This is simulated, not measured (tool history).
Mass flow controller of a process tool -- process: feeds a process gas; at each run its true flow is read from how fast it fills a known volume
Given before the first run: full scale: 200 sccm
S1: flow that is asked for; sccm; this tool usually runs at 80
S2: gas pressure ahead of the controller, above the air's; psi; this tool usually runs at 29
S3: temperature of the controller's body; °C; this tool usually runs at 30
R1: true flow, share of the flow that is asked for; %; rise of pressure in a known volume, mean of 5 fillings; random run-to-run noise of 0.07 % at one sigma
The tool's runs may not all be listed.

run 1 hour=0 | S1=80 S2=29 S3=30 | R1=99.29
run 2 hour=60.2 | S1=80 S2=29 S3=37 | R1=98.82
run 3 hour=120.2 | S1=80 S2=29 S3=31 | R1=99.01
run 4 hour=186.9 | S1=80 S2=29 S3=31 | R1=98.83
run 5 hour=244.9 | S1=80 S2=21.8 S3=30 | R1=98.72
run 6 hour=333.8 | S1=80 S2=37.3 S3=30 | R1=98.87
run 7 hour=383.3 | S1=80 S2=37.3 S3=30 | R1=98.73
run 8 hour=445.8 | S1=165 S2=29 S3=30 | R1=98.66
run 9 hour=497 | S1=80 S2=29 S3=30 | R1=98.17
run 10 hour=576.3 | S1=80 S2=29 S3=30 | R1=98.14
run 11 hour=636.4 | S1=80 S2=29 S3=30 | R1=97.99
run 12 hour=713.9 | S1=80 S2=29 S3=30 | R1=97.84
run 13 hour=765.1 | S1=65 S2=29 S3=30 | R1=97.72
run 14 hour=829.1 | S1=80 S2=29 S3=30 | R1=97.62
run 15 hour=869.9 | S1=80 S2=29 S3=30 | R1=97.41
run 16 hour=938.1 | S1=80 S2=29 S3=30 | R1=97.36
run 17 hour=999.4 | S1=80 S2=29 S3=30 | R1=97.23
run 18 hour=1056.9 | S1=80 S2=29 S3=30 | R1=97.21
run 19 hour=1101.4 | S1=80 S2=29 S3=30 | R1=96.95
run 20 hour=1170.4 | S1=80 S2=29 S3=30 | R1=96.74
-- hour=1197 gauge calibrated
run 21 hour=1243.7 | S1=80 S2=29 S3=30 | R1=99.12
run 22 hour=1311.2 | S1=80 S2=32.2 S3=30 | R1=99.09
run 23 hour=1397.9 | S1=127 S2=31.2 S3=24 | R1=99.41
run 24 hour=1448.9 | S1=80 S2=29 S3=23 | R1=98.99
run 25 hour=1495.8 | S1=93 S2=37.1 S3=36 | R1=98.77
run 26 hour=1583.3 | S1=93 S2=37.1 S3=36 | R1=98.38
run 27 hour=1641.7 | S1=93 S2=37.1 S3=36 | R1=98.3
run 28 hour=1721.1 | S1=93 S2=37.1 S3=36 | R1=98.13
run 29 hour=1792.7 | S1=22 S2=26 S3=34 | R1=97.64
run 30 hour=1884 | S1=55 S2=22 S3=22 | R1=97.97
run 31 hour=1941.7 | S1=104 S2=22.9 S3=33 | R1=97.62
run 32 hour=2021.6 | S1=51 S2=29 S3=33 | R1=97.27
run 33 hour=2084.8 | S1=170 S2=29 S3=33 | R1=97.59
run 34 hour=2139.9 | S1=91 S2=36.5 S3=30 | R1=97.56
run 35 hour=2227 | S1=91 S2=36.5 S3=30 | R1=97.28
run 36 hour=2311.8 | S1=91 S2=36.5 S3=30 | R1=97.14
run 37 hour=2363.8 | S1=91 S2=26.3 S3=24 | R1=97.13
run 38 hour=2418.3 | S1=35 S2=26.3 S3=27 | R1=96.5
run 39 hour=2466.8 | S1=112 S2=28.4 S3=27 | R1=96.83
run 40 hour=2540.8 | S1=112 S2=28.4 S3=27 | R1=96.64
run 41 hour=2598.9 | S1=112 S2=28.4 S3=27 | R1=96.64

Measured minus without-hidden-state, run by run (identical run-to-run variation in each term; gauge scatter may differ):
Hidden conditions of the tool in this case: flow at rest that the sensor doesn't see, % of full scale; true flow over the shown one, %; drift of the gauge itself on true_pct, %.
run=1 R1=-0.01
run=2 R1=-0.14
run=3 R1=-0.26
run=4 R1=-0.4
run=5 R1=-0.53
run=6 R1=-0.72
run=7 R1=-0.82
run=8 R1=-0.95
run=9 R1=-1.06
run=10 R1=-1.22
run=11 R1=-1.35
run=12 R1=-1.51
run=13 R1=-1.62
run=14 R1=-1.76
run=15 R1=-1.84
run=16 R1=-1.99
run=17 R1=-2.11
run=18 R1=-2.24
run=19 R1=-2.33
run=20 R1=-2.48
run=21 R1=-0.11
run=22 R1=-0.25
run=23 R1=-0.44
run=24 R1=-0.55
run=25 R1=-0.64
run=26 R1=-0.83
run=27 R1=-0.94
run=28 R1=-1.12
run=29 R1=-1.29
run=30 R1=-1.46
run=31 R1=-1.57
run=32 R1=-1.75
run=33 R1=-1.88
run=34 R1=-2.01
run=35 R1=-2.18
run=36 R1=-2.37
run=37 R1=-2.48
run=38 R1=-2.6
run=39 R1=-2.7
run=40 R1=-2.85
run=41 R1=-2.98
